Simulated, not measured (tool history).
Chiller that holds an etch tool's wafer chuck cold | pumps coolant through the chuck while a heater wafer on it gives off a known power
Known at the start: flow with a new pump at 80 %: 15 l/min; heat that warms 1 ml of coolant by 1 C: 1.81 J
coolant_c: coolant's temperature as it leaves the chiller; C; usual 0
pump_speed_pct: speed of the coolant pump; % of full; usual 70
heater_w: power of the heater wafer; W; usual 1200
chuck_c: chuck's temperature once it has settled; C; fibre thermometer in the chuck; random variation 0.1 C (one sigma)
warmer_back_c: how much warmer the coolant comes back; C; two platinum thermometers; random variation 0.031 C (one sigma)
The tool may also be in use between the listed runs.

{"run": 1, "hour": 0.0, "coolant_c": 0, "pump_speed_pct": 70, "heater_w": 1200, "chuck_c": 16, "warmer_back_c": 3.1}
{"run": 2, "hour": 49.2, "coolant_c": 0, "pump_speed_pct": 70, "heater_w": 1200, "chuck_c": 16, "warmer_back_c": 3.11}
{"run": 3, "hour": 141.0, "coolant_c": 0, "pump_speed_pct": 70, "heater_w": 1200, "chuck_c": 16.3, "warmer_back_c": 3.07}
{"run": 4, "hour": 220.6, "coolant_c": 0, "pump_speed_pct": 93, "heater_w": 1200, "chuck_c": 14.3, "warmer_back_c": 2.34}
{"run": 5, "hour": 317.4, "coolant_c": 0, "pump_speed_pct": 93, "heater_w": 1200, "chuck_c": 14.3, "warmer_back_c": 2.26}
{"run": 6, "hour": 431.4, "coolant_c": 0, "pump_speed_pct": 70, "heater_w": 1200, "chuck_c": 16.8, "warmer_back_c": 3.08}
{"run": 7, "hour": 536.7, "coolant_c": 0, "pump_speed_pct": 70, "heater_w": 1200, "chuck_c": 16.6, "warmer_back_c": 3.07}
{"run": 8, "hour": 595.7, "coolant_c": 0, "pump_speed_pct": 70, "heater_w": 1200, "chuck_c": 16.7, "warmer_back_c": 3.14}
{"run": 9, "hour": 689.3, "coolant_c": 0, "pump_speed_pct": 70, "heater_w": 1200, "chuck_c": 17.1, "warmer_back_c": 3.2}
{"run": 10, "hour": 745.7, "coolant_c": 0, "pump_speed_pct": 70, "heater_w": 1200, "chuck_c": 17.1, "warmer_back_c": 3.2}
{"run": 11, "hour": 843.3, "coolant_c": 0, "pump_speed_pct": 70, "heater_w": 1200, "chuck_c": 17.3, "warmer_back_c": 3.15}
{"hour": 909.2, "done": "chiller's thermometer calibrated"}
{"run": 12, "hour": 945.8, "coolant_c": 0, "pump_speed_pct": 70, "heater_w": 1200, "chuck_c": 16.3, "warmer_back_c": 3.23}
{"run": 13, "hour": 1001.9, "coolant_c": 0, "pump_speed_pct": 70, "heater_w": 1039, "chuck_c": 14.1, "warmer_back_c": 2.8}
{"run": 14, "hour": 1090.0, "coolant_c": 0, "pump_speed_pct": 65, "heater_w": 1039, "chuck_c": 15, "warmer_back_c": 3}
{"run": 15, "hour": 1179.4, "coolant_c": 0, "pump_speed_pct": 65, "heater_w": 1039, "chuck_c": 14.9, "warmer_back_c": 3.03}
{"run": 16, "hour": 1284.3, "coolant_c": 0, "pump_speed_pct": 70, "heater_w": 1333, "chuck_c": 18.8, "warmer_back_c": 3.62}
{"run": 17, "hour": 1380.2, "coolant_c": 0, "pump_speed_pct": 70, "heater_w": 1333, "chuck_c": 19.1, "warmer_back_c": 3.62}
{"run": 18, "hour": 1438.2, "coolant_c": -5, "pump_speed_pct": 98, "heater_w": 1200, "chuck_c": 9.4, "warmer_back_c": 2.29}
{"run": 19, "hour": 1533.3, "coolant_c": 0, "pump_speed_pct": 70, "heater_w": 1246, "chuck_c": 18.1, "warmer_back_c": 3.39}
{"run": 20, "hour": 1606.4, "coolant_c": 3, "pump_speed_pct": 70, "heater_w": 1013, "chuck_c": 17.8, "warmer_back_c": 2.8}
{"run": 21, "hour": 1682.3, "coolant_c": 3, "pump_speed_pct": 70, "heater_w": 1118, "chuck_c": 19.2, "warmer_back_c": 3.09}
{"run": 22, "hour": 1766.0, "coolant_c": 3, "pump_speed_pct": 95, "heater_w": 611, "chuck_c": 10.9, "warmer_back_c": 1.19}
{"run": 23, "hour": 1829.0, "coolant_c": 3, "pump_speed_pct": 69, "heater_w": 1049, "chuck_c": 18.6, "warmer_back_c": 2.94}
{"run": 24, "hour": 1924.7, "coolant_c": 3, "pump_speed_pct": 69, "heater_w": 1049, "chuck_c": 18.8, "warmer_back_c": 2.95}
{"run": 25, "hour": 1983.2, "coolant_c": -2, "pump_speed_pct": 70, "heater_w": 656, "chuck_c": 8, "warmer_back_c": 1.86}
{"run": 26, "hour": 2084.9, "coolant_c": 0, "pump_speed_pct": 67, "heater_w": 1405, "chuck_c": 21.8, "warmer_back_c": 4.04}
{"run": 27, "hour": 2200.9, "coolant_c": 0, "pump_speed_pct": 67, "heater_w": 1405, "chuck_c": 22.1, "warmer_back_c": 4.1}
{"run": 28, "hour": 2314.4, "coolant_c": 0, "pump_speed_pct": 67, "heater_w": 1405, "chuck_c": 22.5, "warmer_back_c": 4.17}
{"run": 29, "hour": 2361.7, "coolant_c": -6, "pump_speed_pct": 91, "heater_w": 766, "chuck_c": 4.6, "warmer_back_c": 1.6}
{"run": 30, "hour": 2425.6, "coolant_c": -6, "pump_speed_pct": 91, "heater_w": 766, "chuck_c": 4.7, "warmer_back_c": 1.65}
{"run": 31, "hour": 2531.2, "coolant_c": -6, "pump_speed_pct": 91, "heater_w": 766, "chuck_c": 4.9, "warmer_back_c": 1.63}
{"run": 32, "hour": 2609.5, "coolant_c": 0, "pump_speed_pct": 97, "heater_w": 1200, "chuck_c": 16.3, "warmer_back_c": 2.38}
{"run": 33, "hour": 2697.9, "coolant_c": 4, "pump_speed_pct": 77, "heater_w": 714, "chuck_c": 15.2, "warmer_back_c": 1.82}

Some steps in chuck_c between neighbouring runs. How much of each would the tool show without its hidden state too (settings, what came in, random variation), and how much is left for the hidden state, with any gauge scatter that isn't in both results?
The hidden state here: heat passed by the chuck's channels, % of clean ones'; flow at a given pump speed, % of a new pump's; coolant's true temperature over the reading, C; drift of the gauge itself on chuck_c, C; drift of the gauge itself on warmer_back_c, C.
Run 22 -> 23: pump_speed_pct 95 -> 69, heater_w 611 -> 1049. chuck_c +7.7 C: hidden state +1.7, all else +6.
Run 25 -> 26: coolant_c -2 -> 0, pump_speed_pct 70 -> 67, heater_w 656 -> 1405. chuck_c +13.8 C: hidden state +2.9, all else +10.9.
Run 28 -> 29: coolant_c 0 -> -6, pump_speed_pct 67 -> 91, heater_w 1405 -> 766. chuck_c -17.9 C: hidden state -2.9, all else -15.
Run 31 -> 32: coolant_c -6 -> 0, pump_speed_pct 91 -> 97, heater_w 766 -> 1200. chuck_c +11.4 C: hidden state +1.6, all else +9.8.

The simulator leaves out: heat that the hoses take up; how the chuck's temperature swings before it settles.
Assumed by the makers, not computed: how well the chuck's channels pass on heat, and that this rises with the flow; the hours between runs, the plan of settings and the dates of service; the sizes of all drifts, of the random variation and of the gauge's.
